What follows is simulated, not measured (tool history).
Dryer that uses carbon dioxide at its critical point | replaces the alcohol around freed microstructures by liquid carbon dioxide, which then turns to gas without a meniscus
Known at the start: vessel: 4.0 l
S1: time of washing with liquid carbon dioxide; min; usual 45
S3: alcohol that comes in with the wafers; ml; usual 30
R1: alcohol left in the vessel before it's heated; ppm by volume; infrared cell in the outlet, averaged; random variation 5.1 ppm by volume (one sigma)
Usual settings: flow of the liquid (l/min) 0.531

Run 1, hour 0.0: usual settings. Result: R1 134 ppm by volume.
Run 2, hour 18.1: usual settings but S1 31 min. Result: R1 445 ppm by volume.
Run 3, hour 32.7: usual settings but S1 31 min. Result: R1 434 ppm by volume.
Run 4, hour 63.4: usual settings but S1 47 min. Result: R1 127 ppm by volume.
Run 5, hour 80.7: usual settings but S1 47 min, flow of the liquid (l/min) 0.337. Result: R1 525 ppm by volume.
Run 6, hour 101.4: usual settings but flow of the liquid (l/min) 0.340. Result: R1 564 ppm by volume.
Run 7, hour 130.3: usual settings but flow of the liquid (l/min) 0.328. Result: R1 615 ppm by volume.
At hour 134.0: inlet filter changed.
Run 8, hour 157.1: usual settings but flow of the liquid (l/min) 0.328. Result: R1 409 ppm by volume.
Run 9, hour 172.7: usual settings but S3 79 ml. Result: R1 192 ppm by volume.
Run 10, hour 196.4: usual settings but S3 24 ml. Result: R1 84 ppm by volume.
Run 11, hour 221.4: usual settings but S1 62 min, flow of the liquid (l/min) 0.341, S3 24 ml. Result: R1 126 ppm by volume.
Run 12, hour 245.2: usual settings but S1 53 min, flow of the liquid (l/min) 0.353. Result: R1 213 ppm by volume.
Run 13, hour 273.6: usual settings but S1 57 min, flow of the liquid (l/min) 0.569. Result: R1 56 ppm by volume.
Run 14, hour 305.6: usual settings but S1 40 min, flow of the liquid (l/min) 0.335, S3 33 ml. Result: R1 617 ppm by volume.
Run 15, hour 319.0: usual settings but flow of the liquid (l/min) 0.588, S3 24 ml. Result: R1 77 ppm by volume.
Run 16, hour 344.3: usual settings but S1 65 min, flow of the liquid (l/min) 0.883. Result: R1 46 ppm by volume.
Run 17, hour 357.7: usual settings but S1 65 min, flow of the liquid (l/min) 0.883. Result: R1 45 ppm by volume.

Forecast each of these 4 alternatives for the next run:
Run A, hour 387.8: usual settings but S1 58 min, flow of the liquid (l/min) 0.480. Result: R1 ?.
Run B, hour 387.8: usual settings but S1 72 min, flow of the liquid (l/min) 0.454, S3 75 ml. Result: R1 ?.
Run C, hour 387.8: usual settings but flow of the liquid (l/min) 0.363, S3 73 ml. Result: R1 ?.
Run D, hour 387.8: usual settings but S1 36 min, flow of the liquid (l/min) 0.647, S3 45 ml. Result: R1 ?.

run   R1
  A   89
  B   81
  C  811
  D  147
Without the tool's hidden state the same runs would have given:
run   R1
  A   42
  B   34
  C  675
  D   88
